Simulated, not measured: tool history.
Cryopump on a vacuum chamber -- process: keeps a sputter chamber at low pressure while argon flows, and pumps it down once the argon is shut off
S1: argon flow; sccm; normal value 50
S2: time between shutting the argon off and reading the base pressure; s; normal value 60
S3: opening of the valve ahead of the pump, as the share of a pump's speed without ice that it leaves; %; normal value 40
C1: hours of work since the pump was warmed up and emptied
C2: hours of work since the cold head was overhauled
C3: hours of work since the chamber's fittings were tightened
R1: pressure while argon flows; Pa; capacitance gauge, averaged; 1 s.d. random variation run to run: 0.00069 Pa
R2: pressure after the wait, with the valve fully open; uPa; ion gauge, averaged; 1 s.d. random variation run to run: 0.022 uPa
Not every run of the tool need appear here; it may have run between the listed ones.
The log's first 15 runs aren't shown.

run,hour,S1,S2,S3,C1,C2,C3,R1,R2
16,161.2,22,60,40,199,199,2355,0.0558,2.26
17,172.6,22,60,40,208,208,2364,0.0559,2.25
18,180.7,22,60,40,215,215,2371,0.0558,2.32
19,196.3,27,60,28,228,228,2384,0.0975,2.36
20,208.4,27,60,28,239,239,2394,0.0973,2.32
21,220.3,20,217,34,249,249,2404,0.0608,2.03
22,232.7,50,28,21,259,259,2415,0.2375,2.89
23,239.1,40,227,57,264,264,2420,0.0751,2.04
24,249.8,95,131,50,273,273,2429,0.2011,2.17
25,263.3,30,60,23,285,285,2440,0.1319,2.49
26,271.9,21,197,32,292,292,2448,0.0676,2.2
27,284.9,21,21,32,303,303,2459,0.0675,3.28
28,295.7,21,21,32,312,312,2468,0.068,3.37
29,308.4,40,29,32,323,323,2478,0.13,3.02
30,315.9,50,60,49,329,329,2485,0.1096,2.57
31,326.1,45,23,41,337,337,2493,0.1172,3.29
32,334.5,49,116,26,344,344,2500,0.1952,2.35
33,343.6,49,116,26,352,352,2508,0.1945,2.37

Here are 3 independent what-if runs from the current tool condition. What would each one return?
A,356.2,49,74,26,363,363,2518,?,?
B,356.2,30,56,35,363,363,2518,?,?
C,356.2,39,116,26,363,363,2518,?,?

run,R1,R2
A,0.1951,2.6
B,0.0898,2.62
C,0.1551,2.33
What these runs would have given with no unlogged condition in the tool:
run,R1,R2
A,0.1819,0.57
B,0.0817,0.63
C,0.1446,0.38
